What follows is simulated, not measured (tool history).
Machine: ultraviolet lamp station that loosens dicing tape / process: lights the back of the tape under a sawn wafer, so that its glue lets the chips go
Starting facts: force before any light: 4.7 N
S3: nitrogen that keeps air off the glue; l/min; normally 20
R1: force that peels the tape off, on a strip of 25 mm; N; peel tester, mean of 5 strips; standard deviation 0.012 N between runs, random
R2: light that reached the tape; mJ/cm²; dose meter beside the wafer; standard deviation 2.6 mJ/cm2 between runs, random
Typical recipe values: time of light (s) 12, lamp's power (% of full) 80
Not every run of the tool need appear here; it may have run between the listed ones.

Run 1, hour 0: usual settings. Result: R1 0.591 N, R2 288 mJ/cm².
Run 2, hour 6: usual settings. Result: R1 0.604 N, R2 296 mJ/cm².
Run 3, hour 18: usual settings. Result: R1 0.589 N, R2 291 mJ/cm².
Run 4, hour 27.5: usual settings. Result: R1 0.636 N, R2 292 mJ/cm².
Run 5, hour 39.5: usual settings. Result: R1 0.61 N, R2 293 mJ/cm².
At hour 42.9: window cleaned of glue's vapour.
Run 6, hour 45.9: usual settings. Result: R1 0.531 N, R2 316 mJ/cm².
Run 7, hour 51.7: usual settings but time of light (s) 7, S3 8 l/min. Result: R1 1.655 N, R2 185 mJ/cm².
Run 8, hour 58.8: usual settings but lamp's power (% of full) 64, S3 11 l/min. Result: R1 1.025 N, R2 255 mJ/cm².
Run 9, hour 66.4: usual settings but lamp's power (% of full) 64, S3 11 l/min. Result: R1 0.998 N, R2 252 mJ/cm².
Run 10, hour 77.5: usual settings but time of light (s) 17, lamp's power (% of full) 93, S3 37 l/min. Result: R1 0.256 N, R2 512 mJ/cm².
Run 11, hour 87.4: usual settings but time of light (s) 17, lamp's power (% of full) 95, S3 30 l/min. Result: R1 0.284 N, R2 534 mJ/cm².
Run 12, hour 97.4: usual settings but time of light (s) 7, lamp's power (% of full) 78, S3 10 l/min. Result: R1 1.631 N, R2 179 mJ/cm².

Consider 4 possible next runs. They are alternatives, not a sequence: every one starts from the tool as it was left by run 12. What does each give?
Run A, hour 110: usual settings but S3 19 l/min. Result: R1 ?, R2 ?.
Run B, hour 110: usual settings but time of light (s) 7, S3 10 l/min. Result: R1 ?, R2 ?.
Run C, hour 110: usual settings but S3 15 l/min. Result: R1 ?, R2 ?.
Run D, hour 110: usual settings but time of light (s) 20, lamp's power (% of full) 78, S3 10 l/min. Result: R1 ?, R2 ?.

run     R1   R2
  A   0.58  311
  B  1.477  185
  C  0.633  309
  D  0.395  510
Stripped of hidden state, with their random variation kept, the same runs would have yielded:
run     R1   R2
  A  0.551  323
  B  1.424  192
  C    0.6  320
  D  0.378  528
